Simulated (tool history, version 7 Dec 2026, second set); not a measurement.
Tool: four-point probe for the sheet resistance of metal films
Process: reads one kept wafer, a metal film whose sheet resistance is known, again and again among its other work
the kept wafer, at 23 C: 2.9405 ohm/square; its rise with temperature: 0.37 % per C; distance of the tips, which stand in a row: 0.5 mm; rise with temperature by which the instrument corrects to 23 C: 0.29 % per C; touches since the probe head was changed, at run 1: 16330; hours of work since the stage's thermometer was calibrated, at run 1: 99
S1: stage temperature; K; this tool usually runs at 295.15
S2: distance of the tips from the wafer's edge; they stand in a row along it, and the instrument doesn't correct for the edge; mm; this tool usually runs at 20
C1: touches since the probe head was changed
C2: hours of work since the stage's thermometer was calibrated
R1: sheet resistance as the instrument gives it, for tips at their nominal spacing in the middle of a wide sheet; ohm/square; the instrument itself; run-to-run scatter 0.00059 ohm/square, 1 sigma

run   hour      S1  S2     C1   C2        R1
  1      0  295.15  20  16330   99   2.93908
  2    8.4  295.15  20  16490  102  2.939066
  3   23.2  295.15  20  16770  108  2.937035
  4     36  307.15  20  17013  114   2.96786
  5     49  295.15  20  17261  119  2.937503
  6   60.1  295.15  20  17473  124  2.938403
  7   70.7  295.15  20  17674  129   2.93794
  8   84.5  295.15  20  17936  135  2.938493
  9   98.6  295.15  20  18204  141  2.938079
 10  107.2  295.15  20  18366  144  2.938752
 11  119.7  300.15   4  18604  149  2.974244
       121  -- stage's thermometer calibrated
 12  132.7  299.15   8  18842    5  2.953872
 13  146.5  299.15   8  19103   11  2.954479
 14  160.1  304.15   4  19362   17  2.984546
     173.9  -- stage's thermometer calibrated, once more
 15  173.9  292.15  46  19614    0  2.930716
 16  182.6  298.15  39  19780    4  2.944753
 17  195.7  306.15   9  20029    9  2.970541

For each run, the measured value with the value that run would have given without the tool's hidden condition subtracted. The run-to-run variation is shared by both, the gauge scatter possibly not:
The hidden state here: inner tips' distance over the nominal, %; tips' flats over new ones', %; wafer's true temperature over the reading, C; drift of the gauge itself on sheet_ohm, %.
run         R1
  1  -0.001534
  2  -0.001467
  3  -0.001361
  4   -0.00131
  5  -0.001173
  6   -0.00109
  7  -0.001015
  8  -0.000902
  9  -0.000785
 10  -0.000721
 11  -0.000644
 12  -0.000427
 13  -0.000317
 14  -0.000227
 15  -0.000267
 16   -0.00022
 17  -0.000138
